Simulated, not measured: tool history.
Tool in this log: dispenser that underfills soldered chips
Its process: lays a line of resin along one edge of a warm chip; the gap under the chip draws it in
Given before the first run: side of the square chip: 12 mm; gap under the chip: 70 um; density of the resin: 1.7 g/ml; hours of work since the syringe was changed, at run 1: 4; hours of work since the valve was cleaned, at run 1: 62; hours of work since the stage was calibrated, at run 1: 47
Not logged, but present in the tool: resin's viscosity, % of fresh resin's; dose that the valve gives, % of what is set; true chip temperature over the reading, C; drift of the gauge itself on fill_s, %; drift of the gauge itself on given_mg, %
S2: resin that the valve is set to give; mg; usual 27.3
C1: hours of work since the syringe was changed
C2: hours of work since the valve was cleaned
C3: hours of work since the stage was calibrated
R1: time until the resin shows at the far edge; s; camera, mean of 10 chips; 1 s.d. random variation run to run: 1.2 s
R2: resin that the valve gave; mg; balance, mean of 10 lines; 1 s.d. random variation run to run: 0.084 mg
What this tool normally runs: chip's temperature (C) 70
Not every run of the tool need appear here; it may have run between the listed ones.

{"run": 1, "hour": 0.0, "chip's temperature (C)": 70, "S2": 27.3, "C1": 4, "C2": 62, "C3": 47, "R1": 132.6, "R2": 26.16}
{"run": 2, "hour": 4.8, "chip's temperature (C)": 70, "S2": 32.8, "C1": 7, "C2": 65, "C3": 50, "R1": 152.9, "R2": 31.31}
{"hour": 6.9, "done": "new syringe of resin"}
{"run": 3, "hour": 8.2, "chip's temperature (C)": 62, "S2": 27.3, "C1": 1, "C2": 68, "C3": 53, "R1": 184.6, "R2": 26.2}
{"run": 4, "hour": 13.2, "chip's temperature (C)": 62, "S2": 27.3, "C1": 5, "C2": 71, "C3": 56, "R1": 206.5, "R2": 26.13}
{"hour": 18.5, "done": "new syringe of resin"}
{"run": 5, "hour": 19.2, "chip's temperature (C)": 70, "S2": 25.5, "C1": 1, "C2": 75, "C3": 60, "R1": 123.9, "R2": 24.2}
{"run": 6, "hour": 21.9, "chip's temperature (C)": 70, "S2": 25.5, "C1": 2, "C2": 77, "C3": 62, "R1": 132.7, "R2": 24.29}
{"run": 7, "hour": 25.5, "chip's temperature (C)": 70, "S2": 31.2, "C1": 5, "C2": 80, "C3": 65, "R1": 141.6, "R2": 29.59}
{"run": 8, "hour": 28.8, "chip's temperature (C)": 70, "S2": 31.2, "C1": 7, "C2": 82, "C3": 67, "R1": 153.2, "R2": 29.66}
{"hour": 30.1, "done": "new syringe of resin"}
{"run": 9, "hour": 32.6, "chip's temperature (C)": 70, "S2": 27.3, "C1": 2, "C2": 85, "C3": 70, "R1": 129.0, "R2": 25.88}
{"run": 10, "hour": 37.3, "chip's temperature (C)": 70, "S2": 27.3, "C1": 5, "C2": 88, "C3": 73, "R1": 148.6, "R2": 25.69}
{"hour": 41.6, "done": "new syringe of resin"}
{"run": 11, "hour": 41.6, "chip's temperature (C)": 70, "S2": 27.3, "C1": 0, "C2": 91, "C3": 76, "R1": 121.2, "R2": 25.66}
{"run": 12, "hour": 45.9, "chip's temperature (C)": 70, "S2": 27.3, "C1": 3, "C2": 94, "C3": 79, "R1": 133.8, "R2": 25.65}
{"run": 13, "hour": 50.3, "chip's temperature (C)": 70, "S2": 27.3, "C1": 6, "C2": 97, "C3": 82, "R1": 150.0, "R2": 25.49}
{"hour": 53.1, "done": "new syringe of resin"}
{"run": 14, "hour": 54.0, "chip's temperature (C)": 70, "S2": 27.3, "C1": 1, "C2": 100, "C3": 85, "R1": 125.0, "R2": 25.67}
{"hour": 56.3, "done": "dispensing valve cleaned and set on the balance"}
{"run": 15, "hour": 59.4, "chip's temperature (C)": 70, "S2": 27.3, "C1": 4, "C2": 2, "C3": 88, "R1": 136.3, "R2": 27.07}
{"run": 16, "hour": 61.9, "chip's temperature (C)": 70, "S2": 27.3, "C1": 6, "C2": 4, "C3": 90, "R1": 146.0, "R2": 27.15}
{"hour": 65.8, "done": "new syringe of resin"}
{"run": 17, "hour": 66.8, "chip's temperature (C)": 70, "S2": 33.1, "C1": 1, "C2": 7, "C3": 93, "R1": 120.7, "R2": 32.8}
{"run": 18, "hour": 70.7, "chip's temperature (C)": 81, "S2": 32.9, "C1": 4, "C2": 10, "C3": 96, "R1": 78.8, "R2": 32.65}
{"run": 19, "hour": 75.6, "chip's temperature (C)": 76, "S2": 32.8, "C1": 7, "C2": 14, "C3": 99, "R1": 113.0, "R2": 32.53}
{"hour": 77.2, "done": "new syringe of resin"}
{"run": 20, "hour": 81.3, "chip's temperature (C)": 76, "S2": 32.8, "C1": 3, "C2": 17, "C3": 103, "R1": 98.2, "R2": 32.23}
{"run": 21, "hour": 86.5, "chip's temperature (C)": 70, "S2": 26.4, "C1": 7, "C2": 21, "C3": 107, "R1": 152.4, "R2": 25.97}
{"hour": 89.0, "done": "new syringe of resin"}
{"run": 22, "hour": 90.5, "chip's temperature (C)": 70, "S2": 26.4, "C1": 1, "C2": 24, "C3": 109, "R1": 129.4, "R2": 25.95}
{"run": 23, "hour": 95.2, "chip's temperature (C)": 72, "S2": 31.2, "C1": 4, "C2": 27, "C3": 113, "R1": 128.2, "R2": 30.51}
{"run": 24, "hour": 99.1, "chip's temperature (C)": 58, "S2": 28.9, "C1": 7, "C2": 30, "C3": 116, "R1": 291.3, "R2": 28.29}
{"hour": 100.5, "done": "new syringe of resin"}
{"run": 25, "hour": 102.9, "chip's temperature (C)": 70, "S2": 34.4, "C1": 2, "C2": 33, "C3": 118, "R1": 123.7, "R2": 33.7}
{"run": 26, "hour": 106.5, "chip's temperature (C)": 79, "S2": 24.2, "C1": 4, "C2": 35, "C3": 121, "R1": 94.8, "R2": 23.47}
{"run": 27, "hour": 110.3, "chip's temperature (C)": 70, "S2": 29.5, "C1": 7, "C2": 38, "C3": 123, "R1": 151.7, "R2": 28.53}
{"hour": 112.0, "done": "new syringe of resin"}
{"run": 28, "hour": 115.8, "chip's temperature (C)": 70, "S2": 29.5, "C1": 3, "C2": 42, "C3": 127, "R1": 134.0, "R2": 28.74}
{"run": 29, "hour": 119.0, "chip's temperature (C)": 77, "S2": 23.8, "C1": 5, "C2": 44, "C3": 129, "R1": 104.8, "R2": 23.13}

Same runs, no hidden state in the tool, same run-to-run variation:
run=1 R1=112.6 R2=27.19
run=2 R1=115.4 R2=32.61
run=3 R1=172.6 R2=27.33
run=4 R1=169.8 R2=27.33
run=5 R1=117.3 R2=25.38
run=6 R1=117.3 R2=25.51
run=7 R1=114.8 R2=31.13
run=8 R1=114.4 R2=31.25
run=9 R1=114.5 R2=27.33
run=10 R1=117.0 R2=27.19
run=11 R1=114.9 R2=27.20
run=12 R1=113.4 R2=27.25
run=13 R1=113.6 R2=27.15
run=14 R1=117.6 R2=27.39
run=15 R1=115.4 R2=27.18
run=16 R1=116.3 R2=27.30
run=17 R1=113.4 R2=33.06
run=18 R1=67.1 R2=32.97
run=19 R1=84.8 R2=32.93
run=20 R1=85.1 R2=32.70
run=21 R1=115.2 R2=26.42
run=22 R1=117.8 R2=26.44
run=23 R1=104.0 R2=31.16
run=24 R1=212.4 R2=28.95
run=25 R1=112.3 R2=34.54
run=26 R1=78.3 R2=24.10
run=27 R1=113.6 R2=29.35
run=28 R1=115.9 R2=29.64
run=29 R1=83.2 R2=23.89
